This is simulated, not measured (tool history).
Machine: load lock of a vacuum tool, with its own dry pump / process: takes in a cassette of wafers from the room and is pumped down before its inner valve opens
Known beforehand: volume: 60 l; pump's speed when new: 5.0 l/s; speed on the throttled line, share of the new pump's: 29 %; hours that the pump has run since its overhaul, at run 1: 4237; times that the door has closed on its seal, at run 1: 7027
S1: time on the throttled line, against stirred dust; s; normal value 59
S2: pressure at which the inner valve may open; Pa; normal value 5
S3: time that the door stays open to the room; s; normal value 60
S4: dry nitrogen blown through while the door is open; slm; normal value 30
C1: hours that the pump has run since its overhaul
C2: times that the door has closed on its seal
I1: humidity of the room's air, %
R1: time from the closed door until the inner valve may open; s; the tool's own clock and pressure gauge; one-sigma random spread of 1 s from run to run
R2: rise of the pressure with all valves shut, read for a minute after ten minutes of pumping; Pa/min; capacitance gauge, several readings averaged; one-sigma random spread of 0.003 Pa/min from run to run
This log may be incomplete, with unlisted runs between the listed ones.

Run 1, day 0: usual settings; C1 4237; C2 7027; I1 44.7. Result: R1 167 s, R2 0.069 Pa/min.
Run 2, day 2.954: usual settings; C1 4308; C2 7288; I1 47.9. Result: R1 165.1 s, R2 0.077 Pa/min.
Run 3, day 8.954: usual settings; C1 4452; C2 7819; I1 46.5. Result: R1 166.5 s, R2 0.084 Pa/min.
Run 4, day 15.15: usual settings; C1 4601; C2 8367; I1 45.5. Result: R1 166.5 s, R2 0.089 Pa/min.
Run 5, day 21.688: usual settings; C1 4758; C2 8945; I1 42.2. Result: R1 164.7 s, R2 0.085 Pa/min.
Run 6, day 25.704: usual settings; C1 4854; C2 9300; I1 43.4. Result: R1 167.1 s, R2 0.088 Pa/min.
Run 7, day 30.408: usual settings; C1 4967; C2 9717; I1 44.2. Result: R1 166.2 s, R2 0.099 Pa/min.
Run 8, day 35.133: usual settings but S2 6 Pa; C1 5080; C2 10134; I1 44.4. Result: R1 163.7 s, R2 0.097 Pa/min.
Run 9, day 42.262: usual settings; C1 5251; C2 10765; I1 45.9. Result: R1 165.3 s, R2 0.105 Pa/min.
Run 10, day 49.121: usual settings; C1 5416; C2 11371; I1 43.4. Result: R1 167.8 s, R2 0.112 Pa/min.
Run 11, day 53.3: usual settings; C1 5516; C2 11741; I1 45.8. Result: R1 167.3 s, R2 0.124 Pa/min.
Run 12, day 56.662: usual settings; C1 5597; C2 12038; I1 44.8. Result: R1 167.6 s, R2 0.117 Pa/min.
Run 13, day 63.262: usual settings but S1 41 s; C1 5755; C2 12622; I1 49.3. Result: R1 154.5 s, R2 0.13 Pa/min.
Run 14, day 66.346: usual settings; C1 5829; C2 12895; I1 44.3. Result: R1 167.8 s, R2 0.133 Pa/min.
Run 15, day 71.667: usual settings; C1 5957; C2 13366; I1 43.3. Result: R1 166.9 s, R2 0.133 Pa/min.
Run 16, day 75.225: usual settings; C1 6042; C2 13680; I1 48.1. Result: R1 167.8 s, R2 0.144 Pa/min.
Run 17, day 79.454: usual settings; C1 6144; C2 14054; I1 45.4. Result: R1 165.6 s, R2 0.145 Pa/min.
Run 18, day 83.512: usual settings; C1 6241; C2 14413; I1 46. Result: R1 166.1 s, R2 0.15 Pa/min.
Run 19, day 87.658: usual settings; C1 6341; C2 14780; I1 44.4. Result: R1 169.4 s, R2 0.154 Pa/min.
Run 20, day 93.696: usual settings but S1 83 s, S2 4 Pa, S3 115 s; C1 6486; C2 15314; I1 45.2. Result: R1 189.3 s, R2 0.17 Pa/min.
Run 21, day 99.654: usual settings but S1 39 s, S3 40 s; C1 6629; C2 15841; I1 46.5. Result: R1 152.8 s, R2 0.167 Pa/min.
Run 22, day 105.846: usual settings but S1 39 s, S3 40 s; C1 6777; C2 16389; I1 45.6. Result: R1 156.6 s, R2 0.178 Pa/min.
Run 23, day 110.542: usual settings but S1 42 s, S3 33 s, S4 24 slm; C1 6890; C2 16804; I1 41. Result: R1 157.5 s, R2 0.181 Pa/min.
Run 24, day 113.933: usual settings but S1 42 s, S3 33 s, S4 17 slm; C1 6971; C2 17104; I1 42.5. Result: R1 156.5 s, R2 0.186 Pa/min.
Run 25, day 119.721: usual settings but S1 42 s, S3 33 s, S4 16 slm; C1 7110; C2 17616; I1 42.9. Result: R1 155.2 s, R2 0.196 Pa/min.
Run 26, day 124.767: usual settings but S1 53 s, S2 6 Pa, S3 98 s, S4 27 slm; C1 7232; C2 18062; I1 42. Result: R1 162.5 s, R2 0.207 Pa/min.
Run 27, day 128.304: usual settings but S1 42 s, S3 43 s; C1 7316; C2 18375; I1 43.9. Result: R1 157.6 s, R2 0.208 Pa/min.
Run 28, day 132.804: usual settings but S1 49 s, S2 6 Pa, S3 56 s, S4 6 slm; C1 7424; C2 18773; I1 44.2. Result: R1 160.8 s, R2 0.231 Pa/min.
Run 29, day 136.083: usual settings but S1 66 s, S3 99 s, S4 5 slm; C1 7503; C2 19063; I1 47.9. Result: R1 172.9 s, R2 0.261 Pa/min.
Run 30, day 143.217: usual settings but S1 66 s, S3 99 s, S4 5 slm; C1 7674; C2 19694; I1 47.1. Result: R1 172.9 s, R2 0.27 Pa/min.
Run 31, day 148.125: usual settings but S1 66 s, S3 99 s, S4 5 slm; C1 7792; C2 20128; I1 44.3. Result: R1 173.9 s, R2 0.272 Pa/min.
Run 32, day 152.783: usual settings but S1 66 s, S3 99 s, S4 5 slm; C1 7904; C2 20540; I1 46.4. Result: R1 173.8 s, R2 0.281 Pa/min.
Run 33, day 159.333: usual settings but S1 60 s, S3 36 s, S4 16 slm; C1 8061; C2 21119; I1 45.2. Result: R1 169.8 s, R2 0.256 Pa/min.
Run 34, day 164.662: usual settings but S1 60 s, S3 36 s, S4 16 slm; C1 8189; C2 21591; I1 42. Result: R1 169.9 s, R2 0.264 Pa/min.
Run 35, day 170.05: usual settings but S1 40 s, S3 115 s, S4 6 slm; C1 8318; C2 22067; I1 47.8. Result: R1 156.9 s, R2 0.301 Pa/min.
Run 36, day 174: usual settings but S1 40 s, S3 115 s, S4 6 slm; C1 8413; C2 22417; I1 44.8. Result: R1 157.3 s, R2 0.312 Pa/min.
Run 37, day 180.8: usual settings but S1 40 s, S3 115 s, S4 6 slm; C1 8576; C2 23018; I1 45.5. Result: R1 158.4 s, R2 0.331 Pa/min.

Each row is a separate what-if for the run after 37, all from the same tool condition, not one after another. Results?
Run A, day 186.238: usual settings but S3 56 s; C1 8707; C2 23499; I1 44.8. Result: R1 ?, R2 ?.
Run B, day 186.238: usual settings but S1 40 s, S2 7 Pa, S3 115 s, S4 6 slm; C1 8707; C2 23499; I1 46.3. Result: R1 ?, R2 ?.
Run C, day 186.238: usual settings but S3 115 s, S4 26 slm; C1 8707; C2 23499; I1 48.2. Result: R1 ?, R2 ?.
Run D, day 186.238: usual settings but S1 40 s, S3 35 s, S4 4 slm; C1 8707; C2 23499; I1 44.8. Result: R1 ?, R2 ?.

run     R1     R2
  A  168.3  0.295
  B  150.2  0.342
  C  171.2  0.318
  D  154.6  0.319
Without the tool's unlogged condition, the same runs would have read:
run     R1     R2
  A  161.3  0.014
  B  143.2   0.06
  C  163.9  0.034
  D    147  0.039

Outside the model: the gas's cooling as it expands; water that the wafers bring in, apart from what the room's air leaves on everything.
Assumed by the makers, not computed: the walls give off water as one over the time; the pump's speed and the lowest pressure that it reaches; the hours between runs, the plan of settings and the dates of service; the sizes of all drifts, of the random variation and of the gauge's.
